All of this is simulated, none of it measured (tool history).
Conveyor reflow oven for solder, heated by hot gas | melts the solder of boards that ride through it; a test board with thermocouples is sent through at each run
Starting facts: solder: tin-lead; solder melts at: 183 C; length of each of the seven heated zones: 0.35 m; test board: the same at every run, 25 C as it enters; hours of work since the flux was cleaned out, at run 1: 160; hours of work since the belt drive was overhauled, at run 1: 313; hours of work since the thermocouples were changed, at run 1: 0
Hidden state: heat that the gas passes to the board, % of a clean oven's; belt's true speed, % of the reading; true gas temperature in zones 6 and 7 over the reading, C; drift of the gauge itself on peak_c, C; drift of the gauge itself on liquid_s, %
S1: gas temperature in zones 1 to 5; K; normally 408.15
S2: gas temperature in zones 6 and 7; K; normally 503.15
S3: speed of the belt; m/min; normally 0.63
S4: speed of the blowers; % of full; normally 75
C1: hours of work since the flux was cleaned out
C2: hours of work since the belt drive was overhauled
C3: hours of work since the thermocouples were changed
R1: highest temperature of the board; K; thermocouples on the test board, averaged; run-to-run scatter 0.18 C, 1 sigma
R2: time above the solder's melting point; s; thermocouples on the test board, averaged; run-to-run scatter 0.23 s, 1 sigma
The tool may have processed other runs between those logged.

run 1 hour=0 | S1=408.15 S2=503.15 S3=0.63 S4=75 | C1=160 C2=313 C3=0 | R1=489.45 R2=49.3
run 2 hour=58.2 | S1=408.15 S2=503.15 S3=0.63 S4=75 | C1=204 C2=357 C3=45 | R1=489.35 R2=49.2
run 3 hour=101 | S1=408.15 S2=509.15 S3=0.63 S4=75 | C1=237 C2=390 C3=78 | R1=494.55 R2=52.5
run 4 hour=142.8 | S1=408.15 S2=503.15 S3=0.63 S4=75 | C1=270 C2=422 C3=110 | R1=488.85 R2=48.8
run 5 hour=173.9 | S1=408.15 S2=503.15 S3=0.595 S4=75 | C1=293 C2=446 C3=134 | R1=490.55 R2=53.3
-- hour=195.2 flux residue cleaned out of gas plates and filters
run 6 hour=218 | S1=408.15 S2=503.15 S3=0.595 S4=75 | C1=18 C2=476 C3=164 | R1=493.05 R2=55.7
run 7 hour=257.9 | S1=408.15 S2=503.15 S3=0.719 S4=75 | C1=48 C2=507 C3=194 | R1=486.85 R2=41.5
run 8 hour=296.9 | S1=408.15 S2=503.15 S3=0.528 S4=75 | C1=78 C2=537 C3=224 | R1=495.25 R2=65.3
run 9 hour=357.2 | S1=408.15 S2=503.15 S3=0.528 S4=75 | C1=124 C2=583 C3=271 | R1=495.35 R2=65.3
run 10 hour=432.4 | S1=408.15 S2=503.15 S3=0.637 S4=75 | C1=182 C2=641 C3=328 | R1=490.25 R2=50.1
run 11 hour=488.9 | S1=408.15 S2=503.15 S3=0.637 S4=75 | C1=226 C2=685 C3=372 | R1=490.25 R2=49.9
run 12 hour=536.2 | S1=408.15 S2=503.15 S3=0.637 S4=75 | C1=262 C2=721 C3=408 | R1=489.95 R2=49.9
-- hour=598.1 flux residue cleaned out of gas plates and filters
run 13 hour=606.9 | S1=408.15 S2=503.15 S3=0.637 S4=75 | C1=7 C2=771 C3=459 | R1=492.45 R2=51.8
run 14 hour=647.1 | S1=408.15 S2=503.15 S3=0.637 S4=75 | C1=38 C2=802 C3=490 | R1=492.25 R2=51.8
run 15 hour=708.9 | S1=408.15 S2=503.15 S3=0.637 S4=75 | C1=85 C2=850 C3=537 | R1=492.15 R2=51.8
run 16 hour=767.6 | S1=410.15 S2=503.15 S3=0.63 S4=75 | C1=130 C2=895 C3=582 | R1=492.55 R2=53.3
run 17 hour=816.6 | S1=408.15 S2=503.15 S3=0.718 S4=75 | C1=168 C2=933 C3=620 | R1=487.95 R2=42.6
run 18 hour=859.7 | S1=403.15 S2=503.15 S3=0.582 S4=75 | C1=201 C2=966 C3=653 | R1=493.25 R2=56.6
run 19 hour=899.9 | S1=403.15 S2=503.15 S3=0.582 S4=75 | C1=232 C2=997 C3=684 | R1=493.25 R2=56.3
run 20 hour=932.3 | S1=403.15 S2=503.15 S3=0.582 S4=75 | C1=257 C2=1022 C3=709 | R1=493.25 R2=56.1
run 21 hour=980.1 | S1=423.15 S2=503.15 S3=0.582 S4=75 | C1=294 C2=1058 C3=746 | R1=495.75 R2=65.1
-- hour=1002.5 flux residue cleaned out of gas plates and filters
-- hour=1014.4 thermocouples of zones 6 and 7 changed
run 22 hour=1032 | S1=423.15 S2=503.15 S3=0.582 S4=75 | C1=21 C2=1093 C3=14 | R1=494.55 R2=64.6
run 23 hour=1085 | S1=421.15 S2=503.15 S3=0.582 S4=51 | C1=62 C2=1134 C3=54 | R1=488.65 R2=58.6
run 24 hour=1122.8 | S1=421.15 S2=510.15 S3=0.625 S4=79 | C1=91 C2=1163 C3=83 | R1=499.25 R2=61.3
run 25 hour=1188.5 | S1=421.15 S2=510.15 S3=0.649 S4=60 | C1=141 C2=1213 C3=134 | R1=493.95 R2=55.7
run 26 hour=1256.5 | S1=408.15 S2=510.15 S3=0.63 S4=75 | C1=194 C2=1265 C3=186 | R1=496.25 R2=54.9
run 27 hour=1327.8 | S1=408.15 S2=509.15 S3=0.682 S4=75 | C1=248 C2=1320 C3=241 | R1=492.85 R2=48.8
run 28 hour=1393.1 | S1=408.15 S2=509.15 S3=0.682 S4=75 | C1=299 C2=1370 C3=291 | R1=492.65 R2=48.5
-- hour=1412 flux residue cleaned out of gas plates and filters
-- hour=1420.1 belt drive overhauled, speed set with a stopwatch
run 29 hour=1450.6 | S1=393.15 S2=503.15 S3=0.682 S4=75 | C1=27 C2=23 C3=328 | R1=486.35 R2=38.7

Below, each run's measurement less what the same run would have read without the hidden state. Both values contain the same run-to-run variation, but the gauge's scatter may not be the same in both:
run=1 R1=-0.7 R2=-0.2
run=2 R1=-0.9 R2=-0.3
run=3 R1=-1.1 R2=-0.2
run=4 R1=-1.2 R2=-0.6
run=5 R1=-1.2 R2=-0.5
run=6 R1=+1.2 R2=+1.7
run=7 R1=+1.1 R2=+1.4
run=8 R1=+1.1 R2=+1.8
run=9 R1=+1 R2=+1.7
run=10 R1=+0.5 R2=+1.1
run=11 R1=+0.3 R2=+1
run=12 R1=+0.1 R2=+0.8
run=13 R1=+2.6 R2=+3
run=14 R1=+2.6 R2=+3
run=15 R1=+2.3 R2=+2.8
run=16 R1=+2.1 R2=+2.7
run=17 R1=+1.7 R2=+2.2
run=18 R1=+2 R2=+2.6
run=19 R1=+1.8 R2=+2.6
run=20 R1=+1.7 R2=+2.5
run=21 R1=+1.9 R2=+2.9
run=22 R1=+0.5 R2=+2.6
run=23 R1=+0.7 R2=+2.8
run=24 R1=+0.3 R2=+2.4
run=25 R1=+0.4 R2=+2.4
run=26 R1=+0 R2=+2
run=27 R1=-0.5 R2=+1.5
run=28 R1=-0.7 R2=+1.3
run=29 R1=+0.8 R2=+0.5
